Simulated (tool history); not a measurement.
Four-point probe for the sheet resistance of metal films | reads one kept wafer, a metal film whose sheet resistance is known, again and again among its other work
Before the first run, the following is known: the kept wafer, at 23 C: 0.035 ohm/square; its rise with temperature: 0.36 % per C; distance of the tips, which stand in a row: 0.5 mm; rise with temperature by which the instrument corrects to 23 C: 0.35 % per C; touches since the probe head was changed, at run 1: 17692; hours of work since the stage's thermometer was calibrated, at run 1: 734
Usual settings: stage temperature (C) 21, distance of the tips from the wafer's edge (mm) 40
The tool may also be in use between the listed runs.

| run | hour | stage temperature (C) | distance of the tips from the wafer's edge (mm) | touches since the probe head was changed | hours of work since the stage's thermometer was calibrated | sheet resistance as the instrument gives it (ohm/square) |
|---|---|---|---|---|---|---|
| 1 | 0.0 | 21 | 40 | 17692 | 734 | 0.035015 |
| 2 | 14.3 | 21 | 40 | 18471 | 743 | 0.035037 |
| 3 | 22.7 | 21 | 40 | 18925 | 748 | 0.035011 |
| 4 | 33.7 | 21 | 40 | 19523 | 755 | 0.035026 |
| 5 | 41.0 | 21 | 40 | 19920 | 760 | 0.035032 |
| 6 | 50.4 | 20 | 40 | 20429 | 765 | 0.035036 |
| 7 | 57.6 | 20 | 40 | 20822 | 770 | 0.035032 |
| 8 | 65.5 | 21 | 40 | 21248 | 775 | 0.035032 |
| 9 | 78.8 | 30 | 40 | 21970 | 783 | 0.035039 |
| 10 | 89.3 | 30 | 40 | 22541 | 790 | 0.035056 |
|  | 90.5 | stage's thermometer calibrated |
| 11 | 100.1 | 21 | 40 | 23101 | 6 | 0.035039 |
| 12 | 108.3 | 21 | 40 | 23546 | 11 | 0.035035 |
| 13 | 119.6 | 21 | 40 | 24160 | 18 | 0.035034 |
| 14 | 126.0 | 21 | 40 | 24506 | 22 | 0.035043 |
| 15 | 139.7 | 21 | 40 | 25250 | 31 | 0.035048 |
|  | 141.5 | stage's thermometer calibrated, once more |
| 16 | 147.6 | 29 | 25 | 25652 | 4 | 0.035060 |
| 17 | 153.7 | 20 | 8 | 25987 | 8 | 0.035104 |
| 18 | 162.9 | 32 | 5 | 26486 | 13 | 0.035240 |
| 19 | 174.7 | 19 | 41 | 27124 | 21 | 0.035036 |
| 20 | 189.7 | 28 | 49 | 27939 | 30 | 0.035048 |
| 21 | 200.1 | 31 | 10 | 28504 | 37 | 0.035114 |
| 22 | 211.2 | 31 | 4 | 29106 | 43 | 0.035361 |
| 23 | 223.5 | 26 | 20 | 29777 | 51 | 0.035065 |
| 24 | 232.8 | 19 | 50 | 30280 | 57 | 0.035046 |
| 25 | 243.0 | 19 | 50 | 30834 | 63 | 0.035041 |

Branching from run 25: 3 alternative next runs. What would each branch give?
| A | 254.4 | 30 | 12 | 31453 | 70 | ? |
| B | 254.4 | 22 | 54 | 31453 | 70 | ? |
| C | 254.4 | 32 | 10 | 31453 | 70 | ? |

| run | sheet resistance as the instrument gives it (ohm/square) |
|---|---|
| A | 0.035097 |
| B | 0.035038 |
| C | 0.035102 |
The same runs, with their run-to-run variation unchanged, on a tool lacking any hidden condition would have given:
| run | sheet resistance as the instrument gives it (ohm/square) |
|---|---|
| A | 0.035048 |
| B | 0.034989 |
| C | 0.035053 |

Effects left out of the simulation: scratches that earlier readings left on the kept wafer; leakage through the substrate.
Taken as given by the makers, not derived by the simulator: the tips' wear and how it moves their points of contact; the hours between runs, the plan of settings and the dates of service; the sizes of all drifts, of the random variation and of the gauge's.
